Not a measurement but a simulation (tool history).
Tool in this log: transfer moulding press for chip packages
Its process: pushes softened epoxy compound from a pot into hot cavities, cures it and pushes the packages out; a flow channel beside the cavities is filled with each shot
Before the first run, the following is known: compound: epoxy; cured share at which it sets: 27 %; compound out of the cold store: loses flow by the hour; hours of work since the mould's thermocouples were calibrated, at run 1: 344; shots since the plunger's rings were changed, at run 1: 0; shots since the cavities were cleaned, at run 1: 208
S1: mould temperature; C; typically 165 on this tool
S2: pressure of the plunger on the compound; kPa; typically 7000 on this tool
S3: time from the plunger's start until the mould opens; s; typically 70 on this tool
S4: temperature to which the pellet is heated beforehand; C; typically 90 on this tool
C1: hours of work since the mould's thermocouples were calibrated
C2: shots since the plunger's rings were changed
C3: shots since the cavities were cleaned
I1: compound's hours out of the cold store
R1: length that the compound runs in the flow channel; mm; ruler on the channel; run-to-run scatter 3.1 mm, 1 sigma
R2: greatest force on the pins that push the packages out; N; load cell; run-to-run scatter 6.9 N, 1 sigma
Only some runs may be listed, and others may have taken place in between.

run	hour	S1	S2	S3	S4	C1	C2	C3	I1	R1	R2
1	0.0	165	7000	70	90	344	0	208	19.1	757	361
2	56.6	165	7000	70	90	374	685	893	8.3	776	545
# hour 71.1: cavities cleaned with cleaning compound and waxed
3	88.4	165	7000	70	90	390	1053	210	21.9	739	360
4	134.4	165	7000	70	90	414	1609	766	24.6	727	506
# hour 163.1: cavities cleaned with cleaning compound and waxed
5	201.4	165	7000	70	90	448	2402	464	11.2	753	476
6	238.6	165	5400	70	90	468	2852	914	15.5	640	544
# hour 255.5: cavities cleaned with cleaning compound and waxed
# hour 277.1: plunger's sealing rings changed
7	297.0	165	5400	70	90	496	241	471	32.1	633	459
# hour 352.1: mould's thermocouples calibrated
# hour 353.6: cavities cleaned with cleaning compound and waxed
8	355.7	165	5400	70	90	1	909	26	42.2	597	276
9	407.6	165	7000	70	89	28	1538	655	14.3	747	457
# hour 441.6: cavities cleaned with cleaning compound and waxed
10	441.6	165	7000	70	89	45	1931	0	22.6	717	259
11	479.4	165	7000	70	90	65	2389	458	24.0	706	425
# hour 526.5: mould's thermocouples calibrated, once more
# hour 532.8: cavities cleaned with cleaning compound and waxed
# hour 557.6: plunger's sealing rings changed
12	557.6	165	7000	70	90	14	0	269	37.3	713	401
13	603.1	165	7000	70	90	38	551	820	12.4	766	558
# hour 626.8: cavities cleaned with cleaning compound and waxed
14	678.2	165	7000	70	90	77	1442	623	36.5	695	498
# hour 717.4: cavities cleaned with cleaning compound and waxed
15	738.4	169	6250	76	82	108	2152	254	38.7	637	296
16	778.2	169	6250	76	82	128	2633	735	12.3	692	393
# hour 805.6: cavities cleaned with cleaning compound and waxed
17	824.0	169	5830	70	82	152	3170	223	44.3	589	308
# hour 837.8: plunger's sealing rings changed
18	863.4	169	5830	70	82	171	310	670	38.3	633	409
# hour 897.8: cavities cleaned with cleaning compound and waxed
19	918.9	165	7000	70	90	199	963	256	16.9	749	389
20	981.6	158	8130	70	90	232	1722	1015	34.5	772	891
# hour 988.8: cavities cleaned with cleaning compound and waxed
21	1050.2	165	7000	70	91	267	2534	743	28.7	699	519
# hour 1078.9: cavities cleaned with cleaning compound and waxed
22	1095.6	166	7000	70	95	290	3066	203	24.8	704	338
# hour 1118.5: plunger's sealing rings changed
23	1158.0	157	7000	72	90	322	478	927	30.5	736	932
# hour 1172.8: cavities cleaned with cleaning compound and waxed
24	1218.6	165	8170	83	90	353	1194	555	36.3	749	363
25	1254.0	158	7000	76	90	371	1622	983	26.0	740	725
# hour 1267.1: cavities cleaned with cleaning compound and waxed
26	1326.2	158	7000	76	90	409	2478	716	11.6	762	760

What if the next run were any one of these 3? Each begins from the tool's condition after run 26:
# hour 1358.3: cavities cleaned with cleaning compound and waxed
A	1360.2	165	7110	96	86	426	2872	24	40.5	?	?
# hour 1358.3: cavities cleaned with cleaning compound and waxed
B	1360.2	162	7000	70	84	426	2872	24	14.2	?	?
# hour 1358.3: cavities cleaned with cleaning compound and waxed
C	1360.2	165	5480	70	97	426	2872	24	19.5	?	?

run	R1	R2
A	673	205
B	741	395
C	635	286
Without the tool's hidden state the same runs would have given:
run	R1	R2
A	709	191
B	781	393
C	669	280
